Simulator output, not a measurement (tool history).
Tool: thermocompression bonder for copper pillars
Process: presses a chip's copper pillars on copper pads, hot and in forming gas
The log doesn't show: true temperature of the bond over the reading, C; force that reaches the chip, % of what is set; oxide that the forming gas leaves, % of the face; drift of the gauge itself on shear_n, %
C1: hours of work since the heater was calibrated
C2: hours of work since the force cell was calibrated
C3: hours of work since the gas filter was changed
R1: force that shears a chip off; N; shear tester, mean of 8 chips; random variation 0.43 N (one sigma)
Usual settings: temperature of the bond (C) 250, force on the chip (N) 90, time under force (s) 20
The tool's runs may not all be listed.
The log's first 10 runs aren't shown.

run 11 day=17.212 | temperature_of_the_bond_(C)=250 force_on_the_chip_(N)=90 time_under_force_(s)=20 | C1=1050 C2=1610 C3=165 | R1=54.2
run 12 day=18.375 | temperature_of_the_bond_(C)=250 force_on_the_chip_(N)=90 time_under_force_(s)=20 | C1=1067 C2=1627 C3=182 | R1=54.3
-- day=20.217 forming gas filter changed
run 13 day=20.217 | temperature_of_the_bond_(C)=250 force_on_the_chip_(N)=90 time_under_force_(s)=20 | C1=1095 C2=1655 C3=0 | R1=56.3
run 14 day=22.029 | temperature_of_the_bond_(C)=250 force_on_the_chip_(N)=90 time_under_force_(s)=20 | C1=1122 C2=1682 C3=27 | R1=56.3
run 15 day=23.604 | temperature_of_the_bond_(C)=250 force_on_the_chip_(N)=90 time_under_force_(s)=20 | C1=1146 C2=1706 C3=51 | R1=55.1
run 16 day=25.338 | temperature_of_the_bond_(C)=250 force_on_the_chip_(N)=90 time_under_force_(s)=33 | C1=1172 C2=1732 C3=77 | R1=61.8
run 17 day=26.512 | temperature_of_the_bond_(C)=250 force_on_the_chip_(N)=90 time_under_force_(s)=33 | C1=1190 C2=1749 C3=95 | R1=61.4
run 18 day=27.717 | temperature_of_the_bond_(C)=250 force_on_the_chip_(N)=90 time_under_force_(s)=33 | C1=1208 C2=1768 C3=113 | R1=60.9
run 19 day=28.850 | temperature_of_the_bond_(C)=250 force_on_the_chip_(N)=90 time_under_force_(s)=33 | C1=1225 C2=1785 C3=130 | R1=61.9
-- day=29.654 heater calibrated with a thermocouple chip
run 20 day=30.021 | temperature_of_the_bond_(C)=272 force_on_the_chip_(N)=79 time_under_force_(s)=53 | C1=5 C2=1801 C3=146 | R1=71.7
run 21 day=31.792 | temperature_of_the_bond_(C)=272 force_on_the_chip_(N)=79 time_under_force_(s)=22 | C1=32 C2=1828 C3=173 | R1=63.0
run 22 day=33.933 | temperature_of_the_bond_(C)=229 force_on_the_chip_(N)=109 time_under_force_(s)=20 | C1=64 C2=1860 C3=205 | R1=53.7
-- day=34.333 forming gas filter changed
run 23 day=35.338 | temperature_of_the_bond_(C)=237 force_on_the_chip_(N)=109 time_under_force_(s)=20 | C1=85 C2=1881 C3=15 | R1=59.2
run 24 day=37.029 | temperature_of_the_bond_(C)=237 force_on_the_chip_(N)=109 time_under_force_(s)=20 | C1=111 C2=1906 C3=41 | R1=59.8
-- day=37.858 force cell calibrated
run 25 day=38.617 | temperature_of_the_bond_(C)=237 force_on_the_chip_(N)=109 time_under_force_(s)=20 | C1=134 C2=11 C3=64 | R1=60.0
run 26 day=39.908 | temperature_of_the_bond_(C)=230 force_on_the_chip_(N)=90 time_under_force_(s)=16 | C1=153 C2=31 C3=83 | R1=46.1
run 27 day=41.950 | temperature_of_the_bond_(C)=238 force_on_the_chip_(N)=62 time_under_force_(s)=19 | C1=184 C2=62 C3=114 | R1=37.6
run 28 day=43.633 | temperature_of_the_bond_(C)=238 force_on_the_chip_(N)=62 time_under_force_(s)=19 | C1=209 C2=87 C3=139 | R1=37.9
run 29 day=45.579 | temperature_of_the_bond_(C)=238 force_on_the_chip_(N)=62 time_under_force_(s)=19 | C1=239 C2=116 C3=168 | R1=37.0
run 30 day=46.742 | temperature_of_the_bond_(C)=250 force_on_the_chip_(N)=92 time_under_force_(s)=34 | C1=256 C2=134 C3=186 | R1=64.3
run 31 day=47.954 | temperature_of_the_bond_(C)=250 force_on_the_chip_(N)=56 time_under_force_(s)=18 | C1=274 C2=152 C3=204 | R1=37.2
-- day=48.312 forming gas filter changed
run 32 day=49.675 | temperature_of_the_bond_(C)=250 force_on_the_chip_(N)=56 time_under_force_(s)=18 | C1=300 C2=178 C3=20 | R1=37.7
run 33 day=51.654 | temperature_of_the_bond_(C)=262 force_on_the_chip_(N)=90 time_under_force_(s)=52 | C1=330 C2=208 C3=50 | R1=73.8
run 34 day=53.567 | temperature_of_the_bond_(C)=262 force_on_the_chip_(N)=90 time_under_force_(s)=52 | C1=359 C2=236 C3=79 | R1=72.5
run 35 day=54.892 | temperature_of_the_bond_(C)=262 force_on_the_chip_(N)=90 time_under_force_(s)=52 | C1=379 C2=256 C3=99 | R1=72.6

3 ways to go on from here, each from the tool as it stands after run 35. What would each give?
run A day=57.175 | temperature_of_the_bond_(C)=243 force_on_the_chip_(N)=90 time_under_force_(s)=37 | C1=413 C2=291 C3=133 | R1=?
run B day=57.175 | temperature_of_the_bond_(C)=262 force_on_the_chip_(N)=90 time_under_force_(s)=40 | C1=413 C2=291 C3=133 | R1=?
run C day=57.175 | temperature_of_the_bond_(C)=262 force_on_the_chip_(N)=125 time_under_force_(s)=52 | C1=413 C2=291 C3=133 | R1=?

run=A R1=62.4
run=B R1=70.4
run=C R1=76.7
Without the tool's hidden state the same runs would have given:
run=A R1=65.0
run=B R1=72.8
run=C R1=78.6
